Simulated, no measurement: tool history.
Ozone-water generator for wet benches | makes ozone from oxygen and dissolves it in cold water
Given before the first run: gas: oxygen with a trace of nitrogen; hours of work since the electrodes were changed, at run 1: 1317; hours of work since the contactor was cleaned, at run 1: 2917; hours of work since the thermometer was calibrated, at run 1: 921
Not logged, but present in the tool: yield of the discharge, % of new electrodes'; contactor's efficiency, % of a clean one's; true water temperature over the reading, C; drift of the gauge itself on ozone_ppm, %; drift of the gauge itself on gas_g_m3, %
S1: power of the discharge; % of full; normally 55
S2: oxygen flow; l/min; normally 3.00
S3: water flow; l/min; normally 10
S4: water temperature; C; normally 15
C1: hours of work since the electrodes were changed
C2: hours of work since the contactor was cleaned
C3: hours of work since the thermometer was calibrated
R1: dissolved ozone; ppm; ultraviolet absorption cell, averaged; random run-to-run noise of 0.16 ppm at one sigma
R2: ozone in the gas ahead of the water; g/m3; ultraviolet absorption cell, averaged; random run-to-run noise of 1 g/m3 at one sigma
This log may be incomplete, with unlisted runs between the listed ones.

| run | hour | S1 | S2 | S3 | S4 | C1 | C2 | C3 | R1 | R2 |
|---|---|---|---|---|---|---|---|---|---|---|
| 1 | 0.0 | 55 | 3.00 | 10 | 15 | 1317 | 2917 | 921 | 20.7 | 180.0 |
| 2 | 31.0 | 55 | 3.00 | 10 | 15 | 1339 | 2939 | 943 | 20.5 | 181.8 |
| 3 | 71.4 | 55 | 3.00 | 10 | 15 | 1368 | 2968 | 972 | 20.9 | 183.7 |
| 4 | 108.7 | 55 | 3.00 | 10 | 15 | 1394 | 2995 | 999 | 20.9 | 183.2 |
| 5 | 136.0 | 55 | 3.00 | 10 | 15 | 1414 | 3014 | 1018 | 20.8 | 180.6 |
| 6 | 187.3 | 55 | 3.00 | 10 | 15 | 1450 | 3051 | 1055 | 20.8 | 182.3 |
| 7 | 238.6 | 55 | 3.00 | 10 | 15 | 1487 | 3087 | 1091 | 20.9 | 182.3 |
| 8 | 290.6 | 55 | 3.00 | 10 | 15 | 1524 | 3124 | 1128 | 21.0 | 181.8 |
| 9 | 340.1 | 55 | 3.00 | 11 | 15 | 1559 | 3159 | 1163 | 19.3 | 180.7 |
| 10 | 369.7 | 55 | 3.00 | 10 | 15 | 1580 | 3180 | 1184 | 21.0 | 183.8 |
| 11 | 419.9 | 73 | 3.00 | 10 | 15 | 1616 | 3216 | 1220 | 24.1 | 209.3 |
| 12 | 473.2 | 92 | 3.00 | 10 | 15 | 1654 | 3254 | 1258 | 26.7 | 235.6 |
| 13 | 500.2 | 75 | 3.00 | 10 | 15 | 1673 | 3273 | 1277 | 24.4 | 214.9 |
| 14 | 556.3 | 98 | 3.00 | 6 | 7 | 1713 | 3313 | 1317 | 49.1 | 245.4 |
| 15 | 609.6 | 98 | 3.00 | 6 | 7 | 1751 | 3351 | 1355 | 48.9 | 240.9 |
| 16 | 658.9 | 98 | 3.00 | 6 | 7 | 1786 | 3386 | 1390 | 48.7 | 243.5 |
| 17 | 690.7 | 64 | 3.00 | 8 | 15 | 1809 | 3409 | 1413 | 27.5 | 196.1 |
| 18 | 736.6 | 55 | 3.00 | 14 | 9 | 1841 | 3442 | 1446 | 16.2 | 181.7 |
| 19 | 781.4 | 55 | 3.00 | 14 | 9 | 1873 | 3473 | 1477 | 15.9 | 182.3 |
| 20 | 837.6 | 55 | 3.00 | 6 | 15 | 1913 | 3513 | 1518 | 31.6 | 181.4 |
| 21 | 866.6 | 69 | 4.40 | 13 | 8 | 1934 | 3534 | 1538 | 21.0 | 166.3 |
| 22 | 917.8 | 96 | 1.85 | 12 | 13 | 1970 | 3571 | 1575 | 22.0 | 305.2 |
| 23 | 960.3 | 96 | 4.83 | 10 | 16 | 2000 | 3601 | 1605 | 27.0 | 190.2 |
| 24 | 997.8 | 48 | 1.61 | 9 | 22 | 2027 | 3627 | 1631 | 18.7 | 232.8 |
| 25 | 1046.7 | 55 | 3.97 | 6 | 15 | 2062 | 3662 | 1666 | 30.4 | 158.4 |

3 ways to go on from here, each from the tool as it stands after run 25. What would each give?
| A | 1071.9 | 55 | 3.00 | 10 | 8 | 2080 | 3680 | 1684 | ? | ? |
| B | 1071.9 | 91 | 5.05 | 10 | 18 | 2080 | 3680 | 1684 | ? | ? |
| C | 1071.9 | 44 | 2.25 | 10 | 10 | 2080 | 3680 | 1684 | ? | ? |

| run | R1 | R2 |
|---|---|---|
| A | 22.8 | 181.6 |
| B | 25.2 | 180.5 |
| C | 19.5 | 187.7 |
The same runs, with their run-to-run variation unchanged, on a tool lacking any hidden condition would have given:
| run | R1 | R2 |
|---|---|---|
| A | 22.9 | 181.8 |
| B | 25.2 | 180.6 |
| C | 19.5 | 187.8 |
